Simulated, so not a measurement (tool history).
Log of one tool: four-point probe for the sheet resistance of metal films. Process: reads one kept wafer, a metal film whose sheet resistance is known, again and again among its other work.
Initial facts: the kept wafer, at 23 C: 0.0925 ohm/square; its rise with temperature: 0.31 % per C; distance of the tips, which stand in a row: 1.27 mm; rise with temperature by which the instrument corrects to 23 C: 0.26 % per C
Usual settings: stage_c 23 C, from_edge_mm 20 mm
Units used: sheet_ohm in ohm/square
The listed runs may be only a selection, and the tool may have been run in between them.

Run 1, hour 0.0: usual settings. Result: sheet_ohm 0.092455 ohm/square.
Run 2, hour 28.5: usual settings. Result: sheet_ohm 0.092472 ohm/square.
Run 3, hour 62.9: usual settings. Result: sheet_ohm 0.092465 ohm/square.
Run 4, hour 78.7: usual settings. Result: sheet_ohm 0.092441 ohm/square.
Run 5, hour 106.7: usual settings. Result: sheet_ohm 0.092486 ohm/square.
Run 6, hour 137.3: usual settings. Result: sheet_ohm 0.092501 ohm/square.
Run 7, hour 172.6: usual settings. Result: sheet_ohm 0.092461 ohm/square.
Run 8, hour 193.0: usual settings. Result: sheet_ohm 0.092438 ohm/square.
Run 9, hour 215.9: usual settings but from_edge_mm 67 mm. Result: sheet_ohm 0.092269 ohm/square.
Run 10, hour 237.4: usual settings but from_edge_mm 67 mm. Result: sheet_ohm 0.092261 ohm/square.
Run 11, hour 265.3: usual settings but from_edge_mm 67 mm. Result: sheet_ohm 0.092247 ohm/square.
Run 12, hour 281.5: usual settings but from_edge_mm 4 mm. Result: sheet_ohm 0.096899 ohm/square.
Run 13, hour 301.7: usual settings but stage_c 24 C. Result: sheet_ohm 0.092495 ohm/square.
Run 14, hour 332.6: usual settings. Result: sheet_ohm 0.092430 ohm/square.
Run 15, hour 351.6: usual settings. Result: sheet_ohm 0.092432 ohm/square.
Run 16, hour 372.3: usual settings. Result: sheet_ohm 0.092445 ohm/square.
Run 17, hour 397.0: usual settings but from_edge_mm 18 mm. Result: sheet_ohm 0.092479 ohm/square.
Run 18, hour 416.3: usual settings but from_edge_mm 18 mm. Result: sheet_ohm 0.092474 ohm/square.
Run 19, hour 441.2: usual settings but from_edge_mm 18 mm. Result: sheet_ohm 0.092460 ohm/square.
Run 20, hour 465.9: usual settings but from_edge_mm 18 mm. Result: sheet_ohm 0.092474 ohm/square.
Run 21, hour 494.9: usual settings but stage_c 18 C, from_edge_mm 18 mm. Result: sheet_ohm 0.092245 ohm/square.
Run 22, hour 514.8: usual settings but stage_c 18 C, from_edge_mm 18 mm. Result: sheet_ohm 0.092252 ohm/square.
Run 23, hour 549.2: usual settings but stage_c 18 C, from_edge_mm 18 mm. Result: sheet_ohm 0.092203 ohm/square.
Run 24, hour 577.1: usual settings but stage_c 19 C, from_edge_mm 4 mm. Result: sheet_ohm 0.096728 ohm/square.
Run 25, hour 605.7: usual settings but stage_c 31 C, from_edge_mm 9 mm. Result: sheet_ohm 0.093533 ohm/square.
Run 26, hour 638.0: usual settings but stage_c 31 C, from_edge_mm 9 mm. Result: sheet_ohm 0.093522 ohm/square.
Run 27, hour 655.3: usual settings but stage_c 30 C, from_edge_mm 48 mm. Result: sheet_ohm 0.092552 ohm/square.
Run 28, hour 687.1: usual settings but stage_c 27 C, from_edge_mm 4 mm. Result: sheet_ohm 0.097182 ohm/square.
Run 29, hour 716.0: usual settings but stage_c 27 C, from_edge_mm 4 mm. Result: sheet_ohm 0.097225 ohm/square.
Run 30, hour 745.5: usual settings but stage_c 27 C, from_edge_mm 4 mm. Result: sheet_ohm 0.097198 ohm/square.
Run 31, hour 778.2: usual settings but stage_c 21 C, from_edge_mm 14 mm. Result: sheet_ohm 0.092539 ohm/square.
Run 32, hour 800.7: usual settings but stage_c 21 C, from_edge_mm 22 mm. Result: sheet_ohm 0.092323 ohm/square.
Run 33, hour 821.4: usual settings but stage_c 31 C, from_edge_mm 4 mm. Result: sheet_ohm 0.097372 ohm/square.
Run 34, hour 844.3: usual settings but stage_c 22 C, from_edge_mm 29 mm. Result: sheet_ohm 0.092309 ohm/square.
Run 35, hour 873.5: usual settings but stage_c 22 C, from_edge_mm 5 mm. Result: sheet_ohm 0.095325 ohm/square.
Run 36, hour 892.1: usual settings but stage_c 24 C, from_edge_mm 68 mm. Result: sheet_ohm 0.092339 ohm/square.
Run 37, hour 912.0: usual settings but from_edge_mm 6 mm. Result: sheet_ohm 0.094474 ohm/square.
Run 38, hour 936.7: usual settings but stage_c 19 C, from_edge_mm 59 mm. Result: sheet_ohm 0.092115 ohm/square.
Run 39, hour 968.4: usual settings but stage_c 31 C, from_edge_mm 23 mm. Result: sheet_ohm 0.092767 ohm/square.
Run 40, hour 992.4: usual settings but stage_c 26 C, from_edge_mm 28 mm. Result: sheet_ohm 0.092519 ohm/square.
Run 41, hour 1029.0: usual settings but stage_c 24 C. Result: sheet_ohm 0.092503 ohm/square.
Run 42, hour 1053.6: usual settings but stage_c 24 C. Result: sheet_ohm 0.092501 ohm/square.
Run 43, hour 1087.2: usual settings but stage_c 24 C. Result: sheet_ohm 0.092470 ohm/square.
Run 44, hour 1122.3: usual settings but stage_c 22 C, from_edge_mm 7 mm. Result: sheet_ohm 0.093809 ohm/square.

Not shown here: 2 entries made in the log between runs. Locate each between two listed runs and compare the hidden state at the listed run before it with the hidden state at the listed run after it:
Logged between run 22 and run 23: stage's thermometer calibrated (hour 517.5)
  inner tips' distance over the nominal, %: -0.219 -> -0.221; wafer's true temperature over the reading, C: -0.22 -> -0.31
  measured value less the no-hidden-state value, sheet_ohm: -0.000283 -> -0.000311 ohm/square
Logged between run 27 and run 28: stage's thermometer calibrated, once more (hour 671.1)
  inner tips' distance over the nominal, %: -0.227 -> -0.229; tips' flats over new ones', %: 12 -> 13; wafer's true temperature over the reading, C: -0.32 -> 0.02
  measured value less the no-hidden-state value, sheet_ohm: -0.000319 -> -0.000235 ohm/square
